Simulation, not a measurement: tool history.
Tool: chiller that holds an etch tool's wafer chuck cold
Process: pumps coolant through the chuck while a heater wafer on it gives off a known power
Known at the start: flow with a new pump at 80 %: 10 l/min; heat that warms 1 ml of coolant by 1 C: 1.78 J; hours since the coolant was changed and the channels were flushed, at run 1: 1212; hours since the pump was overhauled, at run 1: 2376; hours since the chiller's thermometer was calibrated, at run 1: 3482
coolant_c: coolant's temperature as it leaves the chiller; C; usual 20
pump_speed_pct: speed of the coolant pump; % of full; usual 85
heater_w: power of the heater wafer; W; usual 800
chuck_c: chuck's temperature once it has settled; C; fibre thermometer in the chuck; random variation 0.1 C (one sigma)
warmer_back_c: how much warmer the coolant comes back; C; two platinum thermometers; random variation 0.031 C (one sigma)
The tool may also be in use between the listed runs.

run    hour  coolant_c  pump_speed_pct  heater_w  hours since the coolant was changed and the channels were flushed  hours since the pump was overhauled  hours since the chiller's thermometer was calibrated  chuck_c  warmer_back_c
  1     0.0         20              85       800                                                               1212                                 2376                                                  3482     26.8           2.81
  2    63.9         20              85       500                                                               1276                                 2439                                                  3546     24.3           1.75
  3   109.1         20              85       440                                                               1321                                 2485                                                  3591     23.8           1.58
  4   170.7         16              85       800                                                               1382                                 2546                                                  3652     23.0           2.80
  5   227.9         20              85       800                                                               1440                                 2604                                                  3710     26.7           2.81
  6   275.7         20              85       594                                                               1487                                 2651                                                  3757     25.2           2.05
  7   344.4         20              85       594                                                               1556                                 2720                                                  3826     25.2           2.13
  8   389.3         20              87       800                                                               1601                                 2765                                                  3871     26.9           2.79
  9   440.5         26              85       800                                                               1652                                 2816                                                  3922     33.0           2.88
 10   494.8         20              85       570                                                               1706                                 2870                                                  3977     24.9           2.02
 11   545.9         20              85       570                                                               1758                                 2922                                                  4028     25.0           2.06
 12   592.9         23              85       800                                                               1805                                 2968                                                  4075     29.8           2.88
 13   646.4         23              85       800                                                               1858                                 3022                                                  4128     30.2           2.91
 14   696.0         23              85       800                                                               1908                                 3072                                                  4178     30.0           2.87
 15   737.4         20              85       800                                                               1949                                 3113                                                  4219     26.8           2.85
      748.5  -- coolant pump overhauled
 16   809.9         14              85       652                                                               2017                                   61                                                  4287     20.3           2.59
 17   850.6         14              85       652                                                               2057                                  102                                                  4327     20.1           2.59
 18   922.0         11              85      1146                                                               2129                                  174                                                  4399     21.4           4.56
 19   960.9         20              82       800                                                               2168                                  212                                                  4438     27.8           3.28
 20  1011.2         20              82       800                                                               2218                                  263                                                  4488     27.6           3.21
 21  1080.3         10              95       836                                                               2287                                  332                                                  4557     17.4           2.99
 22  1121.0         10              95       836                                                               2328                                  373                                                  4598     17.5           2.98
     1166.9  -- coolant pump overhauled, once more
 23  1194.3         14              99       484                                                               2396                                   27                                                  4666     17.8           1.34
 24  1254.3         14              99       484                                                               2456                                   87                                                  4726     17.8           1.32
 25  1297.2         26              68       800                                                               2499                                  130                                                  4769     33.5           3.16
 26  1337.4         26              68       800                                                               2539                                  170                                                  4809     33.5           3.20
 27  1399.3         20              81       759                                                               2601                                  232                                                  4871     26.5           2.56
 28  1450.0         27              72       802                                                               2652                                  283                                                  4922     34.3           3.06
 29  1511.8         27              72       802                                                               2713                                  345                                                  4984     34.5           3.04
 30  1543.9         11              71       651                                                               2746                                  377                                                  5016     17.2           2.47

How the hidden state differs across the entries between the runs, from the last listed run before each to the first after it:
Between runs 15 and 16: coolant pump overhauled (hour 748.5)
  heat passed by the chuck's channels, % of clean ones': 94.3 -> 94.1; flow at a given pump speed, % of a new pump's: 88.6 -> 81.4
  measured less the result without the state, chuck_c: +1.2 -> +1.4 C; warmer_back_c: +0.32 -> +0.47 C
Between runs 22 and 23: coolant pump overhauled, once more (hour 1166.9)
  heat passed by the chuck's channels, % of clean ones': 93.3 -> 93.1; flow at a given pump speed, % of a new pump's: 80.4 -> 100.1
  measured less the result without the state, chuck_c: +1.6 -> +0.5 C; warmer_back_c: +0.58 -> -0.01 C
